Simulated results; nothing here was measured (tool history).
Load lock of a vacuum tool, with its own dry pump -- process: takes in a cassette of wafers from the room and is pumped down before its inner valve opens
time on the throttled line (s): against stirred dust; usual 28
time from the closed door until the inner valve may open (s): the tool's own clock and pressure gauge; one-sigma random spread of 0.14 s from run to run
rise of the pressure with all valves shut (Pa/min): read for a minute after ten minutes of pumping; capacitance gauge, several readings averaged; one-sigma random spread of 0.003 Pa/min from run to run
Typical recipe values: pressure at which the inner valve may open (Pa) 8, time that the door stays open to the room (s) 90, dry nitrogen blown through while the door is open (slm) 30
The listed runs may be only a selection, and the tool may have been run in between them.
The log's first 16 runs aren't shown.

run	day	time on the throttled line (s)	pressure at which the inner valve may open (Pa)	time that the door stays open to the room (s)	dry nitrogen blown through while the door is open (slm)	hours that the pump has run since its overhaul	times that the door has closed on its seal	incoming humidity of the room's air, %	time from the closed door until the inner valve may open (s)	rise of the pressure with all valves shut (Pa/min)
17	111.375	28	8	64	30	10511	29196	46.1	39.4	0.38
18	116.046	28	13	90	30	10623	29600	43.7	38.4	0.398
19	121.196	37	7	90	30	10746	30046	43.7	47.5	0.401
20	125.138	41	7	26	19	10841	30386	46.9	50.8	0.41
21	133.979	39	7	100	19	11053	31151	49.3	49	0.442
22	143.129	50	11	39	30	11273	31942	42.2	58.1	0.421
23	148.054	28	8	64	6	11391	32368	48	39.3	0.475
24	153.179	28	12	90	8	11514	32811	50	38.8	0.489
25	161.858	28	12	90	8	11722	33561	44	38.8	0.499
26	166.508	28	10	90	9	11834	33964	43.2	38.9	0.5
27	175.658	28	9	78	25	12053	34755	44.5	39.5	0.483
28	184.704	28	9	78	25	12270	35537	43.9	39.3	0.489
29	189.238	42	8	32	11	12379	35929	48.4	51.5	0.528
30	194.475	39	7	134	28	12505	36382	48.1	49.3	0.524
31	201.346	39	7	134	28	12670	36976	43.8	49.1	0.542
32	210.196	39	7	134	28	12882	37741	43.6	49.2	0.561
33	215.425	39	7	134	28	13008	38193	41.6	49.3	0.561

The next listed run, before its measurement:
34	222.775	28	8	90	30	13184	38829	44.7	?	?

Run 34 came out at time from the closed door until the inner valve may open (s) 39.7, rise of the pressure with all valves shut (Pa/min) 0.563.
With the hidden condition absent and the run-to-run variation left alone, this run would have shown time from the closed door until the inner valve may open (s) 38.3, rise of the pressure with all valves shut (Pa/min) 0.03.
